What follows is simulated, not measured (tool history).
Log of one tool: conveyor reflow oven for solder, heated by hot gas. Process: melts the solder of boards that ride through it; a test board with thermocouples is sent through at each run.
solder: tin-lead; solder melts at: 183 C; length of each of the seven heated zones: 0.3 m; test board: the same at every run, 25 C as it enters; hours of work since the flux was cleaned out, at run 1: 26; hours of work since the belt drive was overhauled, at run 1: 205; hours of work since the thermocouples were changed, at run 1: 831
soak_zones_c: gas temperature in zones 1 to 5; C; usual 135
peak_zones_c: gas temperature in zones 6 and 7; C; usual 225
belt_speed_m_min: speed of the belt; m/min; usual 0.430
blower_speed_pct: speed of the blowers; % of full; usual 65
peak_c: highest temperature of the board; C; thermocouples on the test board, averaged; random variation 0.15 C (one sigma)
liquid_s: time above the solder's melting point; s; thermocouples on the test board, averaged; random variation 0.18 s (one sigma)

run	day	soak_zones_c	peak_zones_c	belt_speed_m_min	blower_speed_pct	hours of work since the flux was cleaned out	hours of work since the belt drive was overhauled	hours of work since the thermocouples were changed	peak_c	liquid_s
1	0.000	135	225	0.430	65	26	205	831	208.0	51.9
2	2.612	135	225	0.422	65	64	243	869	208.4	53.6
3	4.179	135	225	0.422	65	87	266	891	208.7	53.7
4	7.242	135	225	0.422	65	131	310	936	208.6	53.5
5	9.571	135	225	0.430	72	165	344	970	209.5	54.4
# day 10.842: flux residue cleaned out of gas plates and filters
6	11.904	135	225	0.351	72	15	375	1000	216.2	77.0
7	14.462	135	225	0.351	72	53	412	1038	216.3	76.7
8	16.008	144	237	0.430	56	75	434	1060	216.9	64.3
9	17.592	135	225	0.373	72	98	457	1083	215.0	70.0
10	20.738	143	220	0.430	65	144	503	1129	206.1	53.2
11	22.950	143	220	0.430	65	176	535	1161	205.9	53.3
# day 23.604: flux residue cleaned out of gas plates and filters
12	25.883	139	235	0.456	51	33	574	1200	210.1	51.0
13	29.212	120	216	0.430	65	81	623	1249	198.8	35.2
14	31.183	120	216	0.430	65	110	651	1277	198.3	35.0

How the hidden state differs across the entries between the runs, from the last listed run before each to the first after it:
Between runs 5 and 6: flux residue cleaned out of gas plates and filters (day 10.842)
  heat that the gas passes to the board, % of a clean oven's: 96.3 -> 99.6; belt's true speed, % of the reading: 99.32 -> 99.27; true gas temperature in zones 6 and 7 over the reading, C: 2.66 -> 2.76
  measured less the result without the state, peak_c: +1.4 -> +2.6 C; liquid_s: +1.6 -> +3.1 s
Between runs 11 and 12: flux residue cleaned out of gas plates and filters (day 23.604)
  heat that the gas passes to the board, % of a clean oven's: 96.6 -> 99.2; belt's true speed, % of the reading: 98.95 -> 98.87; true gas temperature in zones 6 and 7 over the reading, C: 3.28 -> 3.41
  measured less the result without the state, peak_c: +2.2 -> +3.0 C; liquid_s: +3.1 -> +3.8 s
